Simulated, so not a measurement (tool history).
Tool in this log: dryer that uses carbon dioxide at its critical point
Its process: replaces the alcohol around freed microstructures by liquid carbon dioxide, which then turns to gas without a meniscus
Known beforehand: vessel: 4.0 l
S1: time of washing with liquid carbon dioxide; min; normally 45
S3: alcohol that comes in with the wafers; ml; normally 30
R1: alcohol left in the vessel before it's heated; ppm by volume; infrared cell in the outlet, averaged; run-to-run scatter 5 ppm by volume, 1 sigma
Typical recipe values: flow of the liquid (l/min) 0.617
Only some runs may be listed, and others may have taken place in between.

run 1 hour=0 | S1=45 flow_of_the_liquid_(l/min)=0.617 S3=30 | R1=170
run 2 hour=60.2 | S1=45 flow_of_the_liquid_(l/min)=0.617 S3=60 | R1=234
run 3 hour=96.7 | S1=45 flow_of_the_liquid_(l/min)=0.617 S3=115 | R1=330
run 4 hour=142.4 | S1=45 flow_of_the_liquid_(l/min)=0.617 S3=115 | R1=320
run 5 hour=170.7 | S1=45 flow_of_the_liquid_(l/min)=0.617 S3=36 | R1=187
run 6 hour=205 | S1=45 flow_of_the_liquid_(l/min)=0.617 S3=36 | R1=195
run 7 hour=253.3 | S1=45 flow_of_the_liquid_(l/min)=0.617 S3=77 | R1=270
run 8 hour=308.3 | S1=45 flow_of_the_liquid_(l/min)=0.617 S3=30 | R1=186
run 9 hour=358.1 | S1=41 flow_of_the_liquid_(l/min)=0.617 S3=30 | R1=227
run 10 hour=384.5 | S1=45 flow_of_the_liquid_(l/min)=0.617 S3=30 | R1=195
run 11 hour=433.5 | S1=45 flow_of_the_liquid_(l/min)=0.463 S3=30 | R1=345
run 12 hour=479.6 | S1=45 flow_of_the_liquid_(l/min)=0.463 S3=30 | R1=348
run 13 hour=541.6 | S1=45 flow_of_the_liquid_(l/min)=0.463 S3=30 | R1=353
run 14 hour=570.8 | S1=33 flow_of_the_liquid_(l/min)=0.617 S3=30 | R1=365
-- hour=586.7 inlet filter changed
run 15 hour=622.2 | S1=45 flow_of_the_liquid_(l/min)=0.474 S3=30 | R1=295
run 16 hour=671.2 | S1=45 flow_of_the_liquid_(l/min)=0.617 S3=43 | R1=203
-- hour=688.4 purifier's bed changed
run 17 hour=720.6 | S1=45 flow_of_the_liquid_(l/min)=0.617 S3=30 | R1=48
run 18 hour=759.4 | S1=45 flow_of_the_liquid_(l/min)=0.617 S3=22 | R1=49
run 19 hour=806.8 | S1=45 flow_of_the_liquid_(l/min)=0.547 S3=30 | R1=89
run 20 hour=853.3 | S1=45 flow_of_the_liquid_(l/min)=0.617 S3=25 | R1=52
run 21 hour=891 | S1=45 flow_of_the_liquid_(l/min)=0.617 S3=30 | R1=62
run 22 hour=924.5 | S1=45 flow_of_the_liquid_(l/min)=0.652 S3=30 | R1=47
run 23 hour=987.2 | S1=45 flow_of_the_liquid_(l/min)=0.652 S3=30 | R1=45
run 24 hour=1047 | S1=31 flow_of_the_liquid_(l/min)=0.648 S3=44 | R1=277
run 25 hour=1077.6 | S1=59 flow_of_the_liquid_(l/min)=0.688 S3=26 | R1=31
run 26 hour=1123.3 | S1=59 flow_of_the_liquid_(l/min)=0.688 S3=26 | R1=33
run 27 hour=1178.1 | S1=59 flow_of_the_liquid_(l/min)=0.688 S3=46 | R1=43
run 28 hour=1228.8 | S1=32 flow_of_the_liquid_(l/min)=0.692 S3=31 | R1=166
run 29 hour=1256.6 | S1=31 flow_of_the_liquid_(l/min)=0.507 S3=74 | R1=1086
run 30 hour=1291.5 | S1=45 flow_of_the_liquid_(l/min)=0.865 S3=31 | R1=48
run 31 hour=1328.8 | S1=37 flow_of_the_liquid_(l/min)=0.905 S3=25 | R1=51
run 32 hour=1373.1 | S1=37 flow_of_the_liquid_(l/min)=0.527 S3=25 | R1=230
run 33 hour=1419 | S1=37 flow_of_the_liquid_(l/min)=0.527 S3=25 | R1=228
run 34 hour=1445.9 | S1=33 flow_of_the_liquid_(l/min)=0.926 S3=112 | R1=130

Run 35 is up next; what results do you expect?
run 35 hour=1500.6 | S1=64 flow_of_the_liquid_(l/min)=0.943 S3=30 | R1=?

{"run 35": {"R1": 48}}
With the hidden condition absent and the run-to-run variation left alone, this run would have shown R1 0 ppm by volume.

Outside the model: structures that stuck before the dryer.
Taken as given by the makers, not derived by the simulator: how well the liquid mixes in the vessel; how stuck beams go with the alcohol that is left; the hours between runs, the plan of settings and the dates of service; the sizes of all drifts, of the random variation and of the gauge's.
